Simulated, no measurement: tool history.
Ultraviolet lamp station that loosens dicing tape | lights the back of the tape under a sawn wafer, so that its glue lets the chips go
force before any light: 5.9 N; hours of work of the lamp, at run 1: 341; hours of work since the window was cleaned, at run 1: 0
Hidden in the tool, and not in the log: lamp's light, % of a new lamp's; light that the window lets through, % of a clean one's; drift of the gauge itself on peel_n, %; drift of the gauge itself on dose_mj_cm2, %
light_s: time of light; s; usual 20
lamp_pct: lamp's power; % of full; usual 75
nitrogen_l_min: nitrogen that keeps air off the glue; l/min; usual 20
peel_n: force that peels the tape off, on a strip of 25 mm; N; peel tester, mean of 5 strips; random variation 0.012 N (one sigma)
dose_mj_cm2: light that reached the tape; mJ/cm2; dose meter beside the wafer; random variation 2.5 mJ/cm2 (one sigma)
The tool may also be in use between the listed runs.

run    hour  light_s  lamp_pct  nitrogen_l_min  hours of work of the lamp  hours of work since the window was cleaned  peel_n  dose_mj_cm2
  1     0.0       20        75              20                        341                                           0   0.790          246
  2    38.8       20        75              13                        367                                          26   0.914          240
  3    75.8       32        75              20                        391                                          50   0.298          378
  4   109.5       20        83              20                        414                                          72   0.684          259
  5   139.8       20        75              16                        434                                          92   0.905          228
  6   182.9       20        75              26                        462                                         121   0.837          229
  7   229.7       20        75              26                        493                                         152   0.899          218
  8   262.4       20        75              28                        515                                         173   0.895          217
  9   304.5       20        75               8                        542                                         201   1.364          212
 10   354.8       20        75               8                        575                                         234   1.389          205
 11   412.8       20        75               8                        614                                         272   1.425          195
 12   442.7       20        75               6                        633                                         292   1.691          197
 13   477.1       19        75              20                        656                                         315   1.269          182
      492.7  -- window cleaned of glue's vapour
 14   522.2       19        75              20                        686                                          19   1.197          190
 15   573.3       19        75              20                        719                                          53   1.195          188
 16   640.2       31        83               9                        763                                          97   0.611          324
 17   690.7       31        83               9                        797                                         131   0.639          318
      754.9  -- lamp changed
 18   755.0       37        89              23                          0                                         172   0.101          613
 19   807.2       30        97               8                         34                                         207   0.208          534
 20   840.8       40        75              14                         57                                         229   0.169          547
 21   904.4       17        75              20                         99                                         271   0.936          221
 22   967.6       39        70              19                        140                                         313   0.193          472
      984.9  -- window cleaned of glue's vapour
 23  1030.5       14        87              21                        181                                          30   0.944          217
 24  1058.3       14        87              21                        200                                          48   0.992          212
 25  1120.5       14        87              21                        241                                          89   1.038          214
 26  1173.7       14       100              23                        276                                         125   0.789          235
 27  1213.2       14       100               8                        302                                         151   1.187          231
 28  1258.6       18        91               8                        332                                         181   0.981          264
 29  1288.4       18        91               8                        352                                         200   1.025          262

Measured less the same run without the tool's hidden state. The same run-to-run variation is in both; the gauge's scatter may not be:
run  peel_n  dose_mj_cm2
  1  +0.233          -46
  2  +0.280          -51
  3  +0.117          -89
  4  +0.266          -66
  5  +0.340          -63
  6  +0.348          -68
  7  +0.394          -74
  8  +0.408          -77
  9  +0.571          -80
 10  +0.599          -87
 11  +0.648          -92
 12  +0.757          -95
 13  +0.663          -94
 14  +0.583          -86
 15  +0.610          -91
 16  +0.391         -176
 17  +0.416         -187
 18  +0.005          -27
 19  +0.030          -36
 20  +0.023          -45
 21  +0.168          -25
 22  +0.047          -67
 23  +0.144          -20
 24  +0.166          -23
 25  +0.215          -29
 26  +0.209          -40
 27  +0.297          -44
 28  +0.299          -56
 29  +0.328          -60

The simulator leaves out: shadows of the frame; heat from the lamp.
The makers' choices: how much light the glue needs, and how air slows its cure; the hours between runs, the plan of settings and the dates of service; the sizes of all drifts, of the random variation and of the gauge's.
